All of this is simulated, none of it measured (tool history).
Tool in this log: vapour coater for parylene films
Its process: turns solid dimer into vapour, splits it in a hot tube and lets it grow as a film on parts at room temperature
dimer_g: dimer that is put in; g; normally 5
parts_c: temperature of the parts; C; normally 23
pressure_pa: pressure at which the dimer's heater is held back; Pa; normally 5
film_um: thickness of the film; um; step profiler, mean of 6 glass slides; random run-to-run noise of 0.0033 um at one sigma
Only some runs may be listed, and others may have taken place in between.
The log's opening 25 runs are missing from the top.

{"run": 26, "day": 18.288, "dimer_g": 4, "parts_c": 24, "pressure_pa": 3.53, "film_um": 1.002}
{"run": 27, "day": 18.729, "dimer_g": 4, "parts_c": 24, "pressure_pa": 3.53, "film_um": 1.002}
{"run": 28, "day": 19.196, "dimer_g": 9, "parts_c": 24, "pressure_pa": 10.54, "film_um": 1.773}
{"run": 29, "day": 19.938, "dimer_g": 2, "parts_c": 16, "pressure_pa": 6.12, "film_um": 0.514}
{"day": 20.275, "done": "gauge calibrated"}
{"run": 30, "day": 20.725, "dimer_g": 2, "parts_c": 33, "pressure_pa": 3.52, "film_um": 0.412}
{"run": 31, "day": 21.317, "dimer_g": 2, "parts_c": 20, "pressure_pa": 4.56, "film_um": 0.493}
{"run": 32, "day": 21.771, "dimer_g": 2, "parts_c": 20, "pressure_pa": 6.42, "film_um": 0.46}
{"run": 33, "day": 22.396, "dimer_g": 5, "parts_c": 32, "pressure_pa": 5, "film_um": 0.97}
{"run": 34, "day": 22.804, "dimer_g": 3, "parts_c": 23, "pressure_pa": 5.67, "film_um": 0.675}
{"day": 23.379, "done": "trap's valve overhauled"}
{"run": 35, "day": 23.383, "dimer_g": 3, "parts_c": 29, "pressure_pa": 5.67, "film_um": 0.603}
{"run": 36, "day": 23.942, "dimer_g": 8, "parts_c": 19, "pressure_pa": 4.14, "film_um": 2.071}
{"run": 37, "day": 24.871, "dimer_g": 8, "parts_c": 19, "pressure_pa": 4.14, "film_um": 2.074}

What if the next run were any one of these 4? Each begins from the tool's condition after run 37:
{"run": "A", "day": 25.421, "dimer_g": 2, "parts_c": 32, "pressure_pa": 5, "film_um": "?"}
{"run": "B", "day": 25.421, "dimer_g": 6, "parts_c": 23, "pressure_pa": 4.69, "film_um": "?"}
{"run": "C", "day": 25.421, "dimer_g": 2, "parts_c": 19, "pressure_pa": 5.59, "film_um": "?"}
{"run": "D", "day": 25.421, "dimer_g": 3, "parts_c": 32, "pressure_pa": 11.43, "film_um": "?"}

run=A film_um=0.394
run=B film_um=1.401
run=C film_um=0.491
run=D film_um=0.494
What these runs would have given with no unlogged condition in the tool:
run=A film_um=0.391
run=B film_um=1.391
run=C film_um=0.487
run=D film_um=0.491
